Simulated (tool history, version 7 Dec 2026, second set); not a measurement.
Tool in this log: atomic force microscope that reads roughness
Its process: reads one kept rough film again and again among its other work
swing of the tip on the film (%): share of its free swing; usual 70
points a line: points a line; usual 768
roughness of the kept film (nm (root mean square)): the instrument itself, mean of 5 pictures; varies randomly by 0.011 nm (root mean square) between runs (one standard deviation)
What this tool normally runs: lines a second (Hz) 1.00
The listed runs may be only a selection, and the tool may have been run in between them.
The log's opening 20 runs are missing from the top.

| run | hour | lines a second (Hz) | swing of the tip on the film (%) | points a line | roughness of the kept film (nm (root mean square)) |
|---|---|---|---|---|---|
| 21 | 903.1 | 2.94 | 87 | 526 | 2.140 |
|  | 958.8 | new tip fitted |
| 22 | 958.8 | 1.00 | 67 | 768 | 2.694 |
| 23 | 1001.5 | 1.52 | 87 | 768 | 2.418 |
| 24 | 1051.2 | 1.47 | 60 | 440 | 2.601 |
| 25 | 1112.9 | 0.96 | 70 | 510 | 2.514 |
|  | 1138.5 | new tip fitted |
| 26 | 1159.0 | 0.96 | 70 | 510 | 2.663 |
| 27 | 1208.5 | 0.96 | 70 | 510 | 2.626 |
| 28 | 1239.4 | 1.08 | 70 | 510 | 2.570 |
| 29 | 1267.2 | 1.08 | 71 | 257 | 2.548 |
|  | 1318.6 | new tip fitted |
| 30 | 1323.2 | 1.08 | 82 | 612 | 2.588 |
| 31 | 1378.8 | 1.21 | 85 | 557 | 2.493 |
| 32 | 1416.0 | 2.33 | 89 | 469 | 2.222 |
| 33 | 1452.0 | 2.33 | 89 | 469 | 2.190 |
|  | 1499.7 | new tip fitted |
| 34 | 1499.7 | 2.33 | 89 | 469 | 2.316 |
| 35 | 1547.5 | 0.72 | 62 | 263 | 2.683 |

Consider 3 possible next runs. They are alternatives, not a sequence: every one starts from the tool as it was left by run 35. What does each give?
|  | 1587.5 | height scale calibrated on a step standard |
| A | 1590.1 | 3.71 | 84 | 423 | ? |
|  | 1587.5 | height scale calibrated on a step standard |
| B | 1590.1 | 0.50 | 70 | 768 | ? |
|  | 1587.5 | height scale calibrated on a step standard |
| C | 1590.1 | 1.52 | 72 | 442 | ? |

| run | roughness of the kept film (nm (root mean square)) |
|---|---|
| A | 2.127 |
| B | 2.627 |
| C | 2.520 |
Take away the tool's hidden state, keep each run's random variation, and the runs would have read:
| run | roughness of the kept film (nm (root mean square)) |
|---|---|
| A | 2.203 |
| B | 2.722 |
| C | 2.611 |
